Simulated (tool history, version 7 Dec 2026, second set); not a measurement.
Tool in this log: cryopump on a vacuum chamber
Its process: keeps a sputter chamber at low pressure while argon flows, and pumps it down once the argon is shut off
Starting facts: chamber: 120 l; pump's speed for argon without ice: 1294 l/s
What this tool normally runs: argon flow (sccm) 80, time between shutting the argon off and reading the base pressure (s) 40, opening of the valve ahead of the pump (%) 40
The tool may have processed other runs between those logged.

run	hour	argon flow (sccm)	time between shutting the argon off and reading the base pressure (s)	opening of the valve ahead of the pump (%)	pressure while argon flows (Pa)	pressure after the wait (uPa)
1	0.0	80	40	40	0.2714	2.85
2	75.9	80	40	40	0.2742	2.83
3	137.6	80	40	54	0.2042	2.94
4	214.0	80	119	54	0.2072	2.34
5	257.3	148	40	40	0.5066	3.06
6	311.9	52	40	40	0.1788	3.12
7	362.7	80	40	40	0.2754	3.15
8	431.9	80	40	23	0.4707	3.26
9	488.3	80	40	23	0.4708	3.34
10	577.7	107	40	23	0.6306	3.44
11	619.0	107	40	23	0.6313	3.53
12	679.6	107	40	23	0.6350	3.58
13	744.7	107	40	23	0.6354	3.54
# hour 764.0: pump warmed up, emptied and cooled again
14	837.0	107	40	19	0.7409	3.25
15	888.6	80	40	40	0.2659	3.35
16	980.3	80	40	40	0.2646	3.48
17	1063.0	80	40	17	0.6170	3.56
18	1112.0	80	40	20	0.5269	3.52
19	1150.5	41	58	20	0.2706	3.23
20	1212.4	33	65	16	0.2714	3.21
21	1268.3	33	40	16	0.2725	3.84
22	1348.5	144	40	38	0.5047	3.83
23	1407.5	144	40	38	0.5090	3.87
24	1489.7	96	137	57	0.2302	3.09
25	1566.6	96	137	57	0.2330	3.23
# hour 1606.1: leaking fittings of the chamber tightened, without venting
26	1655.7	96	137	57	0.2313	0.69
27	1733.1	96	137	57	0.2332	0.73
28	1792.1	124	137	27	0.6214	0.74
29	1882.1	80	27	43	0.2566	2.23
30	1951.9	106	26	21	0.6775	2.33
31	2016.6	123	250	24	0.6868	0.85
32	2076.1	80	26	40	0.2751	2.50
33	2140.4	87	294	18	0.6442	0.93
34	2184.1	87	294	18	0.6469	0.95
35	2229.7	80	72	40	0.2786	1.44

3 options for the next run, each taken on its own from the tool as it stands now. Forecast them:
A	2314.8	80	195	19	?	?
B	2314.8	103	63	43	?	?
C	2314.8	80	72	23	?	?

run	pressure while argon flows (Pa)	pressure after the wait (uPa)
A	0.5642	1.16
B	0.3363	1.62
C	0.4714	1.52
Take away the tool's hidden state, keep each run's random variation, and the runs would have read:
run	pressure while argon flows (Pa)	pressure after the wait (uPa)
A	0.5477	0.45
B	0.3148	0.94
C	0.4548	0.84

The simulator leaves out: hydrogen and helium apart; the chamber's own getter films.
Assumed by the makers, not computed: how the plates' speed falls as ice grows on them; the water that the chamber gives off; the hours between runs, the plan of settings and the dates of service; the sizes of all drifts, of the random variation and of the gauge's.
